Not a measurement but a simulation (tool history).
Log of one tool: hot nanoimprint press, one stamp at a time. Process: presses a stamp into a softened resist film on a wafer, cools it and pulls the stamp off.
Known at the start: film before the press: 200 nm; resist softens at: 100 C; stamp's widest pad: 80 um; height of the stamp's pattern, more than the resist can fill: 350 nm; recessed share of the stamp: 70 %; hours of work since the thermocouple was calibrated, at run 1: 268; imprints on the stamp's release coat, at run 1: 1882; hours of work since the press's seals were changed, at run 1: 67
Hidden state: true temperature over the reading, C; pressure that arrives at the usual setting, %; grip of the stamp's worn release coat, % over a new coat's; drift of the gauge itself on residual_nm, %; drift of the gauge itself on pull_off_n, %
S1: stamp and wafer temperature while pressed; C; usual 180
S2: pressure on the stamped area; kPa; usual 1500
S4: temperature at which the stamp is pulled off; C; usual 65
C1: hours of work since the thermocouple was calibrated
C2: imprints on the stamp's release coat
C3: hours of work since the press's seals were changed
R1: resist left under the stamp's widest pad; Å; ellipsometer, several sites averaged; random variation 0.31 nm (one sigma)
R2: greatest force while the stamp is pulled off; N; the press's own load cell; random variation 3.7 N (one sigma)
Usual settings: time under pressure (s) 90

{"run": 1, "hour": 0.0, "S1": 180, "S2": 1500, "time under pressure (s)": 90, "S4": 65, "C1": 268, "C2": 1882, "C3": 67, "R1": 1081, "R2": 185}
{"run": 2, "hour": 10.3, "S1": 178, "S2": 1500, "time under pressure (s)": 90, "S4": 65, "C1": 273, "C2": 1915, "C3": 71, "R1": 1157, "R2": 183}
{"run": 3, "hour": 15.5, "S1": 180, "S2": 1500, "time under pressure (s)": 87, "S4": 65, "C1": 275, "C2": 1932, "C3": 73, "R1": 1103, "R2": 179}
{"run": 4, "hour": 25.1, "S1": 180, "S2": 1500, "time under pressure (s)": 87, "S4": 65, "C1": 279, "C2": 1962, "C3": 77, "R1": 1101, "R2": 180}
{"run": 5, "hour": 36.6, "S1": 180, "S2": 1500, "time under pressure (s)": 87, "S4": 65, "C1": 283, "C2": 1998, "C3": 82, "R1": 1106, "R2": 182}
{"run": 6, "hour": 43.0, "S1": 180, "S2": 1500, "time under pressure (s)": 87, "S4": 65, "C1": 286, "C2": 2018, "C3": 84, "R1": 1106, "R2": 187}
{"run": 7, "hour": 53.1, "S1": 180, "S2": 1500, "time under pressure (s)": 87, "S4": 65, "C1": 290, "C2": 2050, "C3": 88, "R1": 1113, "R2": 180}
{"run": 8, "hour": 58.2, "S1": 171, "S2": 1840, "time under pressure (s)": 90, "S4": 69, "C1": 292, "C2": 2067, "C3": 90, "R1": 1357, "R2": 165}
{"run": 9, "hour": 64.1, "S1": 171, "S2": 1840, "time under pressure (s)": 90, "S4": 69, "C1": 295, "C2": 2085, "C3": 93, "R1": 1352, "R2": 162}
{"run": 10, "hour": 72.9, "S1": 171, "S2": 1840, "time under pressure (s)": 90, "S4": 69, "C1": 298, "C2": 2113, "C3": 96, "R1": 1355, "R2": 172}

Forecast each of these 3 alternatives for the next run:
{"run": "A", "hour": 81.7, "S1": 182, "S2": 1350, "time under pressure (s)": 90, "S4": 69, "C1": 302, "C2": 2141, "C3": 100, "R1": "?", "R2": "?"}
{"run": "B", "hour": 81.7, "S1": 171, "S2": 2130, "time under pressure (s)": 76, "S4": 69, "C1": 302, "C2": 2141, "C3": 100, "R1": "?", "R2": "?"}
{"run": "C", "hour": 81.7, "S1": 183, "S2": 1840, "time under pressure (s)": 140, "S4": 71, "C1": 302, "C2": 2141, "C3": 100, "R1": "?", "R2": "?"}

run=A R1=1076 R2=167
run=B R1=1367 R2=167
run=C R1=768 R2=162
Without the tool's hidden state the same runs would have given:
run=A R1=1058 R2=165
run=B R1=1344 R2=165
run=C R1=756 R2=160
